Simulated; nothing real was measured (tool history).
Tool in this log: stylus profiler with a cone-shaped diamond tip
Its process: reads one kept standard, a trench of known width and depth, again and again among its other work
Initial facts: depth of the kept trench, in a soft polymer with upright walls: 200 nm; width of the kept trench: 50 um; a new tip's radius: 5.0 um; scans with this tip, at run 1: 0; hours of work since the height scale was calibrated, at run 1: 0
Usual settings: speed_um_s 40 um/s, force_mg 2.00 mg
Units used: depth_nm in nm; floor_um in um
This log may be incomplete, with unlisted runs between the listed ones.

run	hour	speed_um_s	force_mg	scans with this tip	hours of work since the height scale was calibrated	depth_nm	floor_um
1	0.0	40	2.00	0	0	201.60	47.11
2	45.7	40	2.00	405	33	201.69	47.05
3	89.2	40	1.39	790	64	201.35	46.96
4	133.6	40	1.39	1183	95	201.20	46.99
5	194.4	40	1.39	1722	138	201.32	46.99
6	222.6	40	1.39	1972	159	201.27	46.99
7	285.4	73	1.39	2528	203	201.45	46.76
8	320.3	40	2.00	2837	228	201.95	46.96
9	373.4	40	2.00	3307	266	201.77	46.91
10	436.0	40	2.00	3862	311	201.82	46.92
11	471.7	40	2.00	4178	336	201.68	46.85
12	533.2	40	2.00	4723	380	201.79	46.85
13	565.2	40	2.00	5006	403	201.78	46.90
14	618.7	40	2.00	5481	441	201.68	46.84
15	665.2	11	3.13	5892	474	202.28	46.95
16	726.8	11	0.97	6438	518	201.18	46.82
17	785.0	33	2.44	6953	559	202.04	46.82
18	831.9	125	1.59	7369	593	201.64	46.37
19	887.1	125	1.59	7858	632	201.69	46.37
20	950.4	125	1.59	8419	677	201.74	46.28
21	997.5	125	1.59	8836	710	201.72	46.32
22	1028.2	54	1.72	9108	732	201.85	46.62
23	1086.3	14	4.77	9623	774	203.25	46.74

Estimate the outcome of run 24 from the log above:
24	1146.6	14	1.99	10157	817	?	?

depth_nm: 201.97 nm
floor_um: 46.71 um
On a tool with no hidden condition, and with the same random variation, this run would have come out at depth_nm 201.62 nm, floor_um 47.14 um.
